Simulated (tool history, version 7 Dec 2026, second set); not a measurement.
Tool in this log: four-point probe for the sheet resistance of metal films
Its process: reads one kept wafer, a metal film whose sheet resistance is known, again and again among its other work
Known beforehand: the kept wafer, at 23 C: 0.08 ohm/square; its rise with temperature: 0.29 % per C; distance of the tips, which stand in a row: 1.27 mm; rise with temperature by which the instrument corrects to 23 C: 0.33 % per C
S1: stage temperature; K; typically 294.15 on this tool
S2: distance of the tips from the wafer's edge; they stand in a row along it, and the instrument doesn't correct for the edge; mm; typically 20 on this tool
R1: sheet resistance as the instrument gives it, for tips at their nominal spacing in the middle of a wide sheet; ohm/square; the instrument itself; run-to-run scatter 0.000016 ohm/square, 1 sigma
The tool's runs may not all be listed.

{"run": 1, "hour": 0.0, "S1": 294.15, "S2": 20, "R1": 0.080087}
{"run": 2, "hour": 17.5, "S1": 294.15, "S2": 31, "R1": 0.079975}
{"run": 3, "hour": 31.5, "S1": 294.15, "S2": 31, "R1": 0.079997}
{"run": 4, "hour": 44.6, "S1": 294.15, "S2": 20, "R1": 0.080068}
{"run": 5, "hour": 54.7, "S1": 294.15, "S2": 20, "R1": 0.08006}
{"run": 6, "hour": 64.3, "S1": 293.15, "S2": 20, "R1": 0.08011}
{"run": 7, "hour": 74.5, "S1": 293.15, "S2": 20, "R1": 0.08008}
{"run": 8, "hour": 94.8, "S1": 293.15, "S2": 20, "R1": 0.080114}
{"run": 9, "hour": 108.1, "S1": 293.15, "S2": 20, "R1": 0.08007}
{"run": 10, "hour": 123.6, "S1": 294.15, "S2": 5, "R1": 0.082566}
{"run": 11, "hour": 133.9, "S1": 294.15, "S2": 56, "R1": 0.079882}
{"run": 12, "hour": 152.4, "S1": 293.15, "S2": 20, "R1": 0.080063}
{"run": 13, "hour": 172.5, "S1": 294.15, "S2": 20, "R1": 0.079997}
{"run": 14, "hour": 187.2, "S1": 294.15, "S2": 14, "R1": 0.08018}
{"run": 15, "hour": 198.9, "S1": 294.15, "S2": 14, "R1": 0.080204}
{"run": 16, "hour": 212.0, "S1": 297.15, "S2": 15, "R1": 0.08003}
{"hour": 213.7, "done": "stage's thermometer calibrated"}
{"run": 17, "hour": 228.7, "S1": 306.15, "S2": 38, "R1": 0.079545}
{"run": 18, "hour": 249.1, "S1": 301.15, "S2": 16, "R1": 0.079919}
{"run": 19, "hour": 267.6, "S1": 295.15, "S2": 8, "R1": 0.080861}
{"run": 20, "hour": 277.7, "S1": 306.15, "S2": 20, "R1": 0.07968}
{"run": 21, "hour": 294.4, "S1": 294.15, "S2": 6, "R1": 0.081752}
{"hour": 296.8, "done": "stage's thermometer calibrated, once more"}
{"run": 22, "hour": 313.9, "S1": 298.15, "S2": 6, "R1": 0.081539}
{"run": 23, "hour": 326.7, "S1": 292.15, "S2": 9, "R1": 0.080666}
{"run": 24, "hour": 346.6, "S1": 292.15, "S2": 32, "R1": 0.079913}
{"run": 25, "hour": 355.4, "S1": 297.15, "S2": 10, "R1": 0.080331}
{"run": 26, "hour": 366.9, "S1": 301.15, "S2": 59, "R1": 0.079552}
{"run": 27, "hour": 382.8, "S1": 303.15, "S2": 17, "R1": 0.079716}
{"run": 28, "hour": 393.4, "S1": 303.15, "S2": 17, "R1": 0.079703}
{"run": 29, "hour": 403.1, "S1": 303.15, "S2": 17, "R1": 0.079705}
{"run": 30, "hour": 412.0, "S1": 292.15, "S2": 20, "R1": 0.079925}

Each row is a separate what-if for the run after 30, all from the same tool condition, not one after another. Results?
{"run": "A", "hour": 429.8, "S1": 298.15, "S2": 10, "R1": "?"}
{"run": "B", "hour": 429.8, "S1": 291.15, "S2": 10, "R1": "?"}
{"run": "C", "hour": 429.8, "S1": 304.15, "S2": 43, "R1": "?"}
{"run": "D", "hour": 429.8, "S1": 292.15, "S2": 21, "R1": "?"}
{"run": "E", "hour": 429.8, "S1": 297.15, "S2": 12, "R1": "?"}

run=A R1=0.080291
run=B R1=0.080468
run=C R1=0.079448
run=D R1=0.079908
run=E R1=0.080126
The same runs, with their run-to-run variation unchanged, on a tool lacking any hidden condition would have given:
run=A R1=0.080642
run=B R1=0.080819
run=C R1=0.079796
run=D R1=0.080258
run=E R1=0.080476
